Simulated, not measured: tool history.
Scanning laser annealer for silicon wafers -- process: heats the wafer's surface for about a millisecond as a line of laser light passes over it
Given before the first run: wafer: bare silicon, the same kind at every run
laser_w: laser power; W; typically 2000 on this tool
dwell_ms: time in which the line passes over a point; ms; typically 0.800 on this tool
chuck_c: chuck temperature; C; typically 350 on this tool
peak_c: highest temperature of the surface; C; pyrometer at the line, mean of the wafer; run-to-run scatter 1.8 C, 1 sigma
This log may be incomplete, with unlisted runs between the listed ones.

run 1 hour=0.0 | laser_w=2000 dwell_ms=0.800 chuck_c=350 | peak_c=1052
run 2 hour=43.8 | laser_w=2000 dwell_ms=0.800 chuck_c=350 | peak_c=1051
run 3 hour=100.9 | laser_w=2000 dwell_ms=0.800 chuck_c=324 | peak_c=1025
run 4 hour=125.9 | laser_w=2000 dwell_ms=0.800 chuck_c=324 | peak_c=1024
run 5 hour=160.1 | laser_w=2000 dwell_ms=0.800 chuck_c=324 | peak_c=1025
run 6 hour=200.5 | laser_w=2000 dwell_ms=0.953 chuck_c=350 | peak_c=1105
run 7 hour=253.3 | laser_w=2000 dwell_ms=0.953 chuck_c=350 | peak_c=1101
run 8 hour=305.4 | laser_w=2000 dwell_ms=0.953 chuck_c=350 | peak_c=1107
run 9 hour=359.2 | laser_w=2000 dwell_ms=0.800 chuck_c=313 | peak_c=1005
-- hour=365.9 laser's power meter calibrated
run 10 hour=410.6 | laser_w=2000 dwell_ms=0.800 chuck_c=313 | peak_c=1005
run 11 hour=455.8 | laser_w=2000 dwell_ms=0.800 chuck_c=313 | peak_c=1007
-- hour=504.2 laser's power meter calibrated, once more
run 12 hour=514.4 | laser_w=2000 dwell_ms=0.684 chuck_c=356 | peak_c=994
-- hour=554.9 window over the wafer cleaned
run 13 hour=565.6 | laser_w=2000 dwell_ms=0.974 chuck_c=325 | peak_c=1106
run 14 hour=606.7 | laser_w=2000 dwell_ms=0.766 chuck_c=345 | peak_c=1045
run 15 hour=653.9 | laser_w=2030 dwell_ms=0.606 chuck_c=376 | peak_c=1013
run 16 hour=679.9 | laser_w=2174 dwell_ms=0.800 chuck_c=385 | peak_c=1153
run 17 hour=718.3 | laser_w=2174 dwell_ms=0.613 chuck_c=374 | peak_c=1058
run 18 hour=756.5 | laser_w=2174 dwell_ms=0.613 chuck_c=374 | peak_c=1057
run 19 hour=793.0 | laser_w=2000 dwell_ms=0.618 chuck_c=334 | peak_c=967
run 20 hour=838.4 | laser_w=2000 dwell_ms=0.906 chuck_c=379 | peak_c=1132
run 21 hour=885.3 | laser_w=2000 dwell_ms=0.906 chuck_c=379 | peak_c=1131

Per-run results on a tool with no hidden state, each run keeping its own random variation:
The tool's hidden condition here consists of: light that passes the window, % of a clean one's; laser's true power over the reading, %; width of the line over the set one, %; drift of the gauge itself on peak_c, C.
run=1 peak_c=1071
run=2 peak_c=1071
run=3 peak_c=1046
run=4 peak_c=1045
run=5 peak_c=1047
run=6 peak_c=1130
run=7 peak_c=1127
run=8 peak_c=1134
run=9 peak_c=1031
run=10 peak_c=1030
run=11 peak_c=1033
run=12 peak_c=1027
run=13 peak_c=1111
run=14 peak_c=1051
run=15 peak_c=1019
run=16 peak_c=1160
run=17 peak_c=1065
run=18 peak_c=1065
run=19 peak_c=975
run=20 peak_c=1142
run=21 peak_c=1142

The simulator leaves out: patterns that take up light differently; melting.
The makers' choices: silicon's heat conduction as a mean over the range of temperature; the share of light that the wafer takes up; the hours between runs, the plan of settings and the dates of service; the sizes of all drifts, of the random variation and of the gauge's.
